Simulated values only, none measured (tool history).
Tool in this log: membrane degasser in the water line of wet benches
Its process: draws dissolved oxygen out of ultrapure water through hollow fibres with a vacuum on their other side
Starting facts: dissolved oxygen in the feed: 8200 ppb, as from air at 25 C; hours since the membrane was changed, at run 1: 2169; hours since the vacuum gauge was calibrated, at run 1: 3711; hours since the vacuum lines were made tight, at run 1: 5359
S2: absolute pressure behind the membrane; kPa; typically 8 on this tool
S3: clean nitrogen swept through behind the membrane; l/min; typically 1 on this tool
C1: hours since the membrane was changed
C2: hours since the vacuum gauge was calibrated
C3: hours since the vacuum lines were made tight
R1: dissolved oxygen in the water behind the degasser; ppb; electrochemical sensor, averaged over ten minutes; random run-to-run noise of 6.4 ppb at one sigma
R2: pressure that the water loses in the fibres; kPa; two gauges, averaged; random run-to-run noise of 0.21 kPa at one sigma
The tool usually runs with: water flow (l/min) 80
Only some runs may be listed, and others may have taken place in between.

{"run": 1, "hour": 0.0, "water flow (l/min)": 80, "S2": 8, "S3": 1, "C1": 2169, "C2": 3711, "C3": 5359, "R1": 670.7, "R2": 49.02}
{"run": 2, "hour": 43.3, "water flow (l/min)": 80, "S2": 8, "S3": 1, "C1": 2212, "C2": 3754, "C3": 5403, "R1": 673.1, "R2": 49.13}
{"run": 3, "hour": 101.5, "water flow (l/min)": 80, "S2": 12.76, "S3": 1, "C1": 2270, "C2": 3812, "C3": 5461, "R1": 1215.6, "R2": 48.8}
{"run": 4, "hour": 131.1, "water flow (l/min)": 80, "S2": 8, "S3": 1.14, "C1": 2300, "C2": 3842, "C3": 5491, "R1": 634.4, "R2": 48.66}
{"run": 5, "hour": 189.6, "water flow (l/min)": 80, "S2": 8, "S3": 1.14, "C1": 2358, "C2": 3900, "C3": 5549, "R1": 617.6, "R2": 48.83}
{"run": 6, "hour": 248.0, "water flow (l/min)": 80, "S2": 8, "S3": 1, "C1": 2417, "C2": 3959, "C3": 5607, "R1": 679.4, "R2": 48.95}
{"run": 7, "hour": 280.2, "water flow (l/min)": 80, "S2": 8, "S3": 1, "C1": 2449, "C2": 3991, "C3": 5640, "R1": 667.8, "R2": 49.33}
{"run": 8, "hour": 335.7, "water flow (l/min)": 80, "S2": 8, "S3": 1, "C1": 2504, "C2": 4046, "C3": 5695, "R1": 679.4, "R2": 49.07}
{"hour": 389.5, "done": "seals of the vacuum lines changed"}
{"run": 9, "hour": 390.6, "water flow (l/min)": 92, "S2": 8, "S3": 1, "C1": 2557, "C2": 4099, "C3": 1, "R1": 750.6, "R2": 56.53}
{"run": 10, "hour": 423.2, "water flow (l/min)": 80, "S2": 8, "S3": 1, "C1": 2590, "C2": 4132, "C3": 34, "R1": 672.7, "R2": 48.84}
{"run": 11, "hour": 471.4, "water flow (l/min)": 80, "S2": 8, "S3": 1, "C1": 2638, "C2": 4180, "C3": 82, "R1": 683, "R2": 49.31}
{"run": 12, "hour": 501.5, "water flow (l/min)": 94, "S2": 8, "S3": 1, "C1": 2668, "C2": 4210, "C3": 112, "R1": 765.3, "R2": 58.03}
{"run": 13, "hour": 561.6, "water flow (l/min)": 94, "S2": 8, "S3": 1, "C1": 2728, "C2": 4270, "C3": 172, "R1": 763, "R2": 58.28}
{"run": 14, "hour": 617.7, "water flow (l/min)": 70, "S2": 9.18, "S3": 1.18, "C1": 2784, "C2": 4326, "C3": 228, "R1": 669.7, "R2": 42.65}
{"run": 15, "hour": 666.4, "water flow (l/min)": 70, "S2": 9.18, "S3": 1.18, "C1": 2833, "C2": 4375, "C3": 277, "R1": 676.3, "R2": 43.37}
{"run": 16, "hour": 708.3, "water flow (l/min)": 62, "S2": 15.03, "S3": 0.66, "C1": 2875, "C2": 4417, "C3": 319, "R1": 1558.2, "R2": 38.17}
{"run": 17, "hour": 739.8, "water flow (l/min)": 54, "S2": 9.42, "S3": 0.54, "C1": 2906, "C2": 4448, "C3": 350, "R1": 938.1, "R2": 33.32}
{"run": 18, "hour": 811.1, "water flow (l/min)": 51, "S2": 13.22, "S3": 0.54, "C1": 2978, "C2": 4520, "C3": 422, "R1": 1337.2, "R2": 31.57}
{"run": 19, "hour": 855.9, "water flow (l/min)": 63, "S2": 4.85, "S3": 1.07, "C1": 3023, "C2": 4565, "C3": 466, "R1": 232.3, "R2": 39.3}

Run 20, settings as shown, results not yet in. Your forecast:
{"run": 20, "hour": 897.8, "water flow (l/min)": 80, "S2": 8.89, "S3": 1, "C1": 3064, "C2": 4607, "C3": 508, "R1": "?", "R2": "?"}

R1: 793 ppb
R2: 49.7 kPa
Were there no unlogged condition in the tool, this run, its random variation unchanged, would have produced R1 750.1 ppb, R2 47.5 kPa.
